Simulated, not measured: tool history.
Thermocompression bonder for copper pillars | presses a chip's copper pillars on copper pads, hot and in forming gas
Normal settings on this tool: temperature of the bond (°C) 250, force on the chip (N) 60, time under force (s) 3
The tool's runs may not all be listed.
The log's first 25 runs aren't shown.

| run | hour | temperature of the bond (°C) | force on the chip (N) | time under force (s) | force that shears a chip off (N) |
|---|---|---|---|---|---|
|  | 1142.4 | heater calibrated with a thermocouple chip |
| 26 | 1175.5 | 228 | 54 | 5 | 66.6 |
| 27 | 1206.4 | 229 | 60 | 3 | 60.9 |
| 28 | 1272.3 | 229 | 60 | 3 | 59.2 |
|  | 1307.7 | force cell calibrated, once more |
| 29 | 1315 | 225 | 54 | 2 | 40.7 |
| 30 | 1373.2 | 225 | 69 | 2 | 49.5 |
|  | 1414.5 | forming gas filter changed |
| 31 | 1425 | 225 | 69 | 2 | 55.3 |
| 32 | 1474.8 | 225 | 69 | 2 | 55.1 |
| 33 | 1534.4 | 266 | 70 | 3 | 95.2 |
| 34 | 1571.9 | 266 | 40 | 2 | 57 |
| 35 | 1612.4 | 266 | 77 | 4 | 105.8 |
| 36 | 1643.3 | 250 | 47 | 5 | 72.6 |
| 37 | 1673 | 250 | 47 | 5 | 72.2 |
| 38 | 1721.5 | 250 | 37 | 5 | 59.3 |

4 ways to go on from here, each from the tool as it stands after run 38. What would each give?
| A | 1772.2 | 264 | 69 | 4 | ? |
| B | 1772.2 | 247 | 44 | 5 | ? |
| C | 1772.2 | 250 | 82 | 5 | ? |
| D | 1772.2 | 250 | 40 | 3 | ? |

| run | force that shears a chip off (N) |
|---|---|
| A | 92.9 |
| B | 65.4 |
| C | 96.2 |
| D | 51 |
Stripped of hidden state, with their random variation kept, the same runs would have yielded:
| run | force that shears a chip off (N) |
|---|---|
| A | 102.2 |
| B | 71.3 |
| C | 105.9 |
| D | 55.5 |
